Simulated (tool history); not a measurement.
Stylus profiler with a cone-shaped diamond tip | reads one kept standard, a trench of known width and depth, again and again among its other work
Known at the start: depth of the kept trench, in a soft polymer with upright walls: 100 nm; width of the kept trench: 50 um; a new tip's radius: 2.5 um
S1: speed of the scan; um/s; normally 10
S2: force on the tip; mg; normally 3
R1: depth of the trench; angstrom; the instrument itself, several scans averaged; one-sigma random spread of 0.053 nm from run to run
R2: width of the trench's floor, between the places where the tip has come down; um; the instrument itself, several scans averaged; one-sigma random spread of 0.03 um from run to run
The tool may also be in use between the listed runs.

run 1 hour=0 | S1=10 S2=3 | R1=1009.9 R2=48.23
run 2 hour=65 | S1=10 S2=3 | R1=1008.4 R2=48.26
run 3 hour=119 | S1=10 S2=3 | R1=1009.3 R2=48.2
run 4 hour=217.3 | S1=10 S2=1.2 | R1=1002 R2=48.1
run 5 hour=278.2 | S1=10 S2=1.2 | R1=1003.1 R2=48.12
run 6 hour=382.4 | S1=10 S2=1.2 | R1=1001.9 R2=48.05
run 7 hour=448.7 | S1=10 S2=1.2 | R1=1001.6 R2=48.06
run 8 hour=517.7 | S1=5 S2=3 | R1=1007.1 R2=48.12
run 9 hour=564.8 | S1=5 S2=3 | R1=1008 R2=48.15
run 10 hour=662.7 | S1=5 S2=1.12 | R1=1000.7 R2=48.1
run 11 hour=731.4 | S1=5 S2=1.12 | R1=1000.7 R2=48.07
run 12 hour=776.1 | S1=5 S2=1.12 | R1=1000.4 R2=48.06
run 13 hour=852.5 | S1=5 S2=1.12 | R1=1000.6 R2=48.05
run 14 hour=943.9 | S1=5 S2=1.12 | R1=999.4 R2=48.03
run 15 hour=993 | S1=8 S2=3 | R1=1006 R2=48.02

The next listed run, before its measurement:
run 16 hour=1091.5 | S1=4 S2=6.21 | R1=? R2=?

{"run 16": {"R1": 1013.9, "R2": 48.03}}
The same run, on a tool lacking any hidden state, would have yielded R1 1021.7 angstrom, R2 48.57 um.

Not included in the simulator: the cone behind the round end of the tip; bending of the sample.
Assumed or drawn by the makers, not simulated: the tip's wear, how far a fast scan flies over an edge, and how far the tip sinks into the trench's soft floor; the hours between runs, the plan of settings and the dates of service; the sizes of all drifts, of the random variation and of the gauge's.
